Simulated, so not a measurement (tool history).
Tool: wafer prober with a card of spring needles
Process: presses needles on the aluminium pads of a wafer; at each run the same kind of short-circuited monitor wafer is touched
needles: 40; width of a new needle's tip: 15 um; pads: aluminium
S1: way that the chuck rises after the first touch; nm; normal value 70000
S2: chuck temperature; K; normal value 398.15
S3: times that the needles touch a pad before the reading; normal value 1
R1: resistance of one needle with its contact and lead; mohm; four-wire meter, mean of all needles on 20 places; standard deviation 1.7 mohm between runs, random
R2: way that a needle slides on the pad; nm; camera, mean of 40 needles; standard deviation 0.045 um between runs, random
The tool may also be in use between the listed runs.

run	hour	S1	S2	S3	R1	R2
1	0.0	70000	398.15	1	269	16180
# hour 7.9: tips cleaned on abrasive film
2	7.9	70000	398.15	1	266	16300
3	17.1	70000	398.15	1	277	16270
# hour 18.4: tips cleaned on abrasive film
4	27.9	70000	398.15	1	277	16280
# hour 28.6: tips cleaned on abrasive film
5	33.1	70000	398.15	1	273	16230
# hour 39.6: tips cleaned on abrasive film
6	41.4	70000	398.15	1	270	16210
7	49.3	70000	398.15	1	276	16260
# hour 50.0: tips cleaned on abrasive film
8	57.3	70000	398.15	1	278	16250
# hour 60.0: tips cleaned on abrasive film
9	64.2	70000	398.15	1	273	16140
# hour 65.3: height of the first contact set anew
10	69.3	70000	398.15	1	277	16120
# hour 71.3: tips cleaned on abrasive film
11	79.1	67000	398.15	1	277	15500
# hour 81.8: tips cleaned on abrasive film
12	89.2	67000	398.15	1	277	15450
# hour 92.2: tips cleaned on abrasive film
13	94.4	67000	398.15	1	269	15410
# hour 102.9: tips cleaned on abrasive film
14	103.0	58000	389.15	3	263	13240
# hour 108.3: height of the first contact set anew, once more
15	111.9	55000	398.15	1	288	12950
# hour 113.3: tips cleaned on abrasive film
16	118.8	88000	334.15	1	257	20630
# hour 123.6: tips cleaned on abrasive film
17	129.8	88000	334.15	1	253	20640
# hour 133.7: tips cleaned on abrasive film
18	136.6	75000	298.15	1	242	17510
# hour 144.3: tips cleaned on abrasive film
19	146.5	75000	335.15	1	253	17480
20	153.2	70000	327.15	2	252	16380
# hour 154.8: tips cleaned on abrasive film
21	161.9	70000	327.15	2	254	16300

5 ways to go on from here, each from the tool as it stands after run 21. What would each give?
# hour 165.3: tips cleaned on abrasive film
A	172.6	71000	356.15	2	?	?
# hour 165.3: tips cleaned on abrasive film
B	172.6	87000	398.15	1	?	?
# hour 165.3: tips cleaned on abrasive film
C	172.6	60000	310.15	2	?	?
# hour 165.3: tips cleaned on abrasive film
D	172.6	77000	321.15	1	?	?
# hour 165.3: tips cleaned on abrasive film
E	172.6	65000	365.15	2	?	?

run	R1	R2
A	262	16590
B	270	20320
C	251	13960
D	260	17920
E	266	15180
Had the tool no hidden state, the same runs would have come out as:
run	R1	R2
A	253	16690
B	261	20420
C	239	14060
D	247	18020
E	256	15280
